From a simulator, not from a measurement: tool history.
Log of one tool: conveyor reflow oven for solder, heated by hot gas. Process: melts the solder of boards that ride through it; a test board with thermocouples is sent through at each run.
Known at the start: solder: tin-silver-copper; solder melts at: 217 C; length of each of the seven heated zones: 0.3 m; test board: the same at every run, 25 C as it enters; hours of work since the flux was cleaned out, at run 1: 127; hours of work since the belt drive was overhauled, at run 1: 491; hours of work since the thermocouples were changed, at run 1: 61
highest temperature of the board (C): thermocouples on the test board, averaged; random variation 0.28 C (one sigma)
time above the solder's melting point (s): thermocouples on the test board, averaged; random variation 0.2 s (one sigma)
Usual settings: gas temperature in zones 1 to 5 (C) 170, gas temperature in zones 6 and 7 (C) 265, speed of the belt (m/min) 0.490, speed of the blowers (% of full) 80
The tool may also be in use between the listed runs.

| run | day | gas temperature in zones 1 to 5 (C) | gas temperature in zones 6 and 7 (C) | speed of the belt (m/min) | speed of the blowers (% of full) | hours of work since the flux was cleaned out | hours of work since the belt drive was overhauled | hours of work since the thermocouples were changed | highest temperature of the board (C) | time above the solder's melting point (s) |
|---|---|---|---|---|---|---|---|---|---|---|
| 1 | 0.000 | 170 | 265 | 0.490 | 80 | 127 | 491 | 61 | 250.7 | 54.2 |
| 2 | 0.517 | 170 | 265 | 0.490 | 80 | 137 | 501 | 71 | 250.8 | 54.1 |
| 3 | 0.975 | 184 | 265 | 0.490 | 80 | 146 | 510 | 79 | 253.4 | 60.2 |
| 4 | 1.767 | 184 | 265 | 0.490 | 80 | 161 | 525 | 94 | 252.8 | 60.3 |
| 5 | 2.517 | 184 | 265 | 0.490 | 80 | 175 | 539 | 109 | 253.1 | 60.2 |
| 6 | 3.000 | 184 | 265 | 0.490 | 80 | 184 | 548 | 118 | 252.1 | 60.4 |
| 7 | 3.812 | 184 | 274 | 0.490 | 80 | 200 | 564 | 133 | 260.9 | 64.1 |
| 8 | 4.367 | 184 | 274 | 0.490 | 80 | 210 | 574 | 144 | 260.1 | 64.7 |
| 9 | 4.862 | 184 | 274 | 0.490 | 80 | 220 | 584 | 153 | 260.4 | 64.3 |
| 10 | 5.500 | 170 | 265 | 0.490 | 80 | 232 | 596 | 165 | 250.4 | 53.1 |
|  | 5.954 | flux residue cleaned out of gas plates and filters |
| 11 | 6.058 | 170 | 265 | 0.490 | 80 | 2 | 603 | 172 | 251.5 | 54.6 |
| 12 | 6.608 | 170 | 265 | 0.490 | 80 | 12 | 613 | 183 | 251.3 | 54.4 |
| 13 | 7.317 | 170 | 265 | 0.490 | 80 | 26 | 627 | 196 | 250.8 | 54.4 |
| 14 | 7.708 | 170 | 265 | 0.447 | 80 | 33 | 634 | 204 | 253.9 | 62.3 |
| 15 | 8.292 | 170 | 265 | 0.447 | 80 | 45 | 645 | 215 | 253.0 | 62.0 |
| 16 | 8.892 | 161 | 270 | 0.550 | 76 | 56 | 657 | 226 | 249.0 | 43.4 |
| 17 | 9.725 | 161 | 270 | 0.550 | 76 | 72 | 672 | 242 | 248.9 | 43.1 |
| 18 | 10.338 | 183 | 265 | 0.490 | 73 | 83 | 684 | 254 | 251.3 | 58.8 |

The next listed run, before its measurement:
| 19 | 10.962 | 172 | 265 | 0.542 | 73 | 95 | 696 | 265 | ? | ? |

Run 19 gave highest temperature of the board (C) 246.1, time above the solder's melting point (s) 44.9.
Without the tool's hidden state the same run would have given highest temperature of the board (C) 247.7, time above the solder's melting point (s) 45.7.
